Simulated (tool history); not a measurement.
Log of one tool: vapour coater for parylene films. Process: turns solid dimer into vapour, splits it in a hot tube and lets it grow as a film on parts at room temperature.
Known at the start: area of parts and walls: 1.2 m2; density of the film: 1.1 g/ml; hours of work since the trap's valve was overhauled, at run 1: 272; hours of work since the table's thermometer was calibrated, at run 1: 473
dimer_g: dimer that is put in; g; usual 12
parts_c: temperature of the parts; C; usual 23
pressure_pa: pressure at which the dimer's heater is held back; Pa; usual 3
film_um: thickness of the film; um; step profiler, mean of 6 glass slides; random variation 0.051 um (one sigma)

run   hour  dimer_g  parts_c  pressure_pa  hours of work since the trap's valve was overhauled  hours of work since the table's thermometer was calibrated  film_um
  1      0       12       23            3                                                  272                                                         473     5.27
         8  -- trap's valve overhauled
  2   28.3       15       23            3                                                   13                                                         489     7.32
  3   47.6       15       23         2.43                                                   25                                                         501     7.54
  4   69.7       15       23         2.43                                                   39                                                         515     7.58
  5   98.5       15       23         2.43                                                   58                                                         533     7.41
  6  128.3       15       23         2.43                                                   77                                                         552     7.45
  7  142.4       15       23         2.43                                                   85                                                         561     7.35
  8  157.7        5       23            3                                                   95                                                         571     2.38
  9  189.2        5       23            3                                                  115                                                         591     2.34
 10  222.5        5       23            3                                                  136                                                         612     2.33
 11  247.3        7       23            3                                                  152                                                         628     3.15
 12  266.8       12       23            3                                                  165                                                         641     5.55
 13  288.9       12       23         3.09                                                  179                                                         655     5.44
 14  305.4       12       23            3                                                  189                                                         665     5.48
 15  335.2       12       23            3                                                  208                                                         684     5.35
 16  349.7       12       23            3                                                  217                                                         693     5.37
 17  370.6       21       21         3.87                                                  231                                                         707     9.81
 18  392.3       21       21         3.87                                                  245                                                         720      9.9
 19  423.7        8       23         2.84                                                  264                                                         740     3.52
     426.2  -- table's thermometer calibrated
     443.7  -- trap's valve overhauled
 20  455.2        7       32         4.85                                                    7                                                          16     2.08
     476.4  -- table's thermometer calibrated, once more
 21  478.7        7       32         4.47                                                   22                                                           1        2
 22  505.3       12       23            3                                                   39                                                          18      5.7
 23  523.7        6       15         2.81                                                   50                                                          30     4.33
 24  540.4        6       15         2.81                                                   61                                                          41     4.26
 25  563.1        5       24         2.81                                                   75                                                          55     2.28
 26  589.6        6       24         3.25                                                   92                                                          72     2.61
 27    615        8       24         2.24                                                  108                                                          88     3.76
 28  639.7        8       24         2.24                                                  124                                                         104     3.64
 29  668.2        8       24         2.24                                                  142                                                         122     3.62
 30  685.6        8       24         2.24                                                  153                                                         133     3.64
 31  716.6        8       24         2.24                                                  173                                                         153     3.68
 32  741.6        8       22         2.83                                                  189                                                         169     3.82

4 ways to go on from here, each from the tool as it stands after run 32. What would each give?
  A  767.2       11       22         2.83                                                  205                                                         185        ?
  B  767.2        8       21         5.59                                                  205                                                         185        ?
  C  767.2       12       23            3                                                  205                                                         185        ?
  D  767.2        8       23         2.83                                                  205                                                         185        ?

run  film_um
  A     5.23
  B     3.56
  C      5.4
  D     3.63
Without the tool's hidden state the same runs would have given:
run  film_um
  A     5.66
  B     3.85
  C     5.85
  D     3.94

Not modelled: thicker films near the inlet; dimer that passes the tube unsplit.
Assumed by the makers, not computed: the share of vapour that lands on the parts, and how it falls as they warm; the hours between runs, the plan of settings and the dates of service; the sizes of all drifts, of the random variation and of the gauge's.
